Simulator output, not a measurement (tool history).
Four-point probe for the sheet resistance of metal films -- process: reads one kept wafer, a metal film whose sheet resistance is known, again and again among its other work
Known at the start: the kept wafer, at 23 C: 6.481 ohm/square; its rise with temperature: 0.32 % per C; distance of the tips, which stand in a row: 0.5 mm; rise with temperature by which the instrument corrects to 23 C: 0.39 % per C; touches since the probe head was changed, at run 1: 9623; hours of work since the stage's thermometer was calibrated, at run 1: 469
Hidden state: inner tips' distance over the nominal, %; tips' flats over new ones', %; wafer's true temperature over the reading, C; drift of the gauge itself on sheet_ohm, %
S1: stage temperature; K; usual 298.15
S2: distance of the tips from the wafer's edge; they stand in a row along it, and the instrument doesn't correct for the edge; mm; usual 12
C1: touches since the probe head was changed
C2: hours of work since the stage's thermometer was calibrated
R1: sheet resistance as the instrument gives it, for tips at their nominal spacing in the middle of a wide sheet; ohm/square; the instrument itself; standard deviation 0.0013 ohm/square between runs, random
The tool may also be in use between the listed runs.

Run 1, hour 0: usual settings; C1 9623; C2 469. Result: R1 6.481087 ohm/square.
Run 2, hour 8.2: usual settings; C1 9800; C2 475. Result: R1 6.478422 ohm/square.
Run 3, hour 21.4: usual settings; C1 10084; C2 483. Result: R1 6.477511 ohm/square.
Run 4, hour 36.9: usual settings; C1 10416; C2 493. Result: R1 6.480665 ohm/square.
Run 5, hour 48.3: usual settings; C1 10662; C2 500. Result: R1 6.479969 ohm/square.
Run 6, hour 62.3: usual settings; C1 10964; C2 509. Result: R1 6.481622 ohm/square.
Run 7, hour 77.7: usual settings; C1 11296; C2 518. Result: R1 6.480636 ohm/square.
Run 8, hour 85.9: usual settings; C1 11471; C2 524. Result: R1 6.480082 ohm/square.
Run 9, hour 103.4: usual settings; C1 11848; C2 535. Result: R1 6.481138 ohm/square.
Run 10, hour 117.6: usual settings; C1 12155; C2 544. Result: R1 6.48036 ohm/square.
Run 11, hour 135.1: usual settings; C1 12531; C2 555. Result: R1 6.480075 ohm/square.
Run 12, hour 145.2: usual settings; C1 12749; C2 561. Result: R1 6.478619 ohm/square.
Run 13, hour 154.7: usual settings; C1 12953; C2 567. Result: R1 6.478098 ohm/square.
Run 14, hour 163.7: usual settings but S2 18 mm; C1 13147; C2 573. Result: R1 6.474646 ohm/square.
Run 15, hour 180.7: usual settings but S2 18 mm; C1 13513; C2 583. Result: R1 6.477457 ohm/square.
Run 16, hour 188.1: usual settings but S2 18 mm; C1 13671; C2 588. Result: R1 6.475368 ohm/square.
Run 17, hour 199.4: usual settings but S2 15 mm; C1 13916; C2 595. Result: R1 6.47935 ohm/square.
Run 18, hour 216.8: usual settings; C1 14290; C2 606. Result: R1 6.479045 ohm/square.
Run 19, hour 231.2: usual settings but S2 4 mm; C1 14600; C2 615. Result: R1 6.52901 ohm/square.
Run 20, hour 249.1: usual settings but S2 18 mm; C1 14985; C2 627. Result: R1 6.477153 ohm/square.
Run 21, hour 267: usual settings but S2 18 mm; C1 15372; C2 638. Result: R1 6.47522 ohm/square.
Run 22, hour 279.8: usual settings but S2 18 mm; C1 15647; C2 646. Result: R1 6.475246 ohm/square.
Run 23, hour 292.9: usual settings but S2 18 mm; C1 15928; C2 654. Result: R1 6.47585 ohm/square.
Run 24, hour 310.9: usual settings but S2 24 mm; C1 16317; C2 666. Result: R1 6.474218 ohm/square.
Run 25, hour 327.2: usual settings but S1 297.15 K, S2 6 mm; C1 16667; C2 676. Result: R1 6.50069 ohm/square.
Run 26, hour 336.7: usual settings but S1 297.15 K, S2 6 mm; C1 16870; C2 682. Result: R1 6.50221 ohm/square.
Run 27, hour 346.7: usual settings but S1 297.15 K, S2 6 mm; C1 17087; C2 688. Result: R1 6.502103 ohm/square.
Run 28, hour 354.4: usual settings but S1 297.15 K, S2 6 mm; C1 17252; C2 693. Result: R1 6.499869 ohm/square.
Run 29, hour 363.1: usual settings but S2 11 mm; C1 17439; C2 698. Result: R1 6.480348 ohm/square.
Run 30, hour 372.1: usual settings but S2 11 mm; C1 17633; C2 704. Result: R1 6.480133 ohm/square.
Run 31, hour 381: usual settings but S2 11 mm; C1 17825; C2 710. Result: R1 6.48088 ohm/square.
Run 32, hour 389.4: usual settings but S1 299.15 K, S2 5 mm; C1 18006; C2 715. Result: R1 6.501317 ohm/square.
Run 33, hour 402.2: usual settings but S1 295.15 K, S2 10 mm; C1 18282; C2 723. Result: R1 6.493114 ohm/square.
Run 34, hour 416.3: usual settings but S1 295.15 K, S2 10 mm; C1 18586; C2 732. Result: R1 6.493672 ohm/square.
Run 35, hour 428.1: usual settings but S1 295.15 K, S2 10 mm; C1 18839; C2 739. Result: R1 6.493925 ohm/square.
Run 36, hour 441.5: usual settings but S2 5 mm; C1 19128; C2 748. Result: R1 6.507513 ohm/square.
Run 37, hour 456.9: usual settings but S1 305.15 K, S2 25 mm; C1 19460; C2 758. Result: R1 6.447963 ohm/square.
Run 38, hour 472.2: usual settings but S1 299.15 K, S2 3 mm; C1 19787; C2 767. Result: R1 6.565458 ohm/square.
Run 39, hour 480.4: usual settings but S1 299.15 K, S2 54 mm; C1 19964; C2 772. Result: R1 6.469733 ohm/square.
Run 40, hour 496.8: usual settings but S2 20 mm; C1 20317; C2 783. Result: R1 6.475084 ohm/square.
Run 41, hour 505.3: usual settings but S2 20 mm; C1 20501; C2 788. Result: R1 6.475826 ohm/square.
Run 42, hour 512.7: usual settings but S2 17 mm; C1 20661; C2 793. Result: R1 6.475522 ohm/square.
Run 43, hour 523.5: usual settings but S1 297.15 K, S2 19 mm; C1 20893; C2 800. Result: R1 6.479347 ohm/square.
Run 44, hour 538: usual settings but S1 297.15 K, S2 19 mm; C1 21204; C2 809. Result: R1 6.479891 ohm/square.

Predict each of these 3 candidate next runs independently; none follows another, all start after run 44:
Run A, hour 548.3: usual settings but S2 19 mm; C1 21427; C2 815. Result: R1 ?.
Run B, hour 548.3: usual settings but S1 296.15 K, S2 9 mm; C1 21427; C2 815. Result: R1 ?.
Run C, hour 548.3: usual settings but S1 305.15 K; C1 21427; C2 815. Result: R1 ?.

run        R1
  A  6.475289
  B  6.492633
  C  6.454879
Without the tool's hidden state the same runs would have given:
run        R1
  A  6.474824
  B  6.492168
  C  6.454414

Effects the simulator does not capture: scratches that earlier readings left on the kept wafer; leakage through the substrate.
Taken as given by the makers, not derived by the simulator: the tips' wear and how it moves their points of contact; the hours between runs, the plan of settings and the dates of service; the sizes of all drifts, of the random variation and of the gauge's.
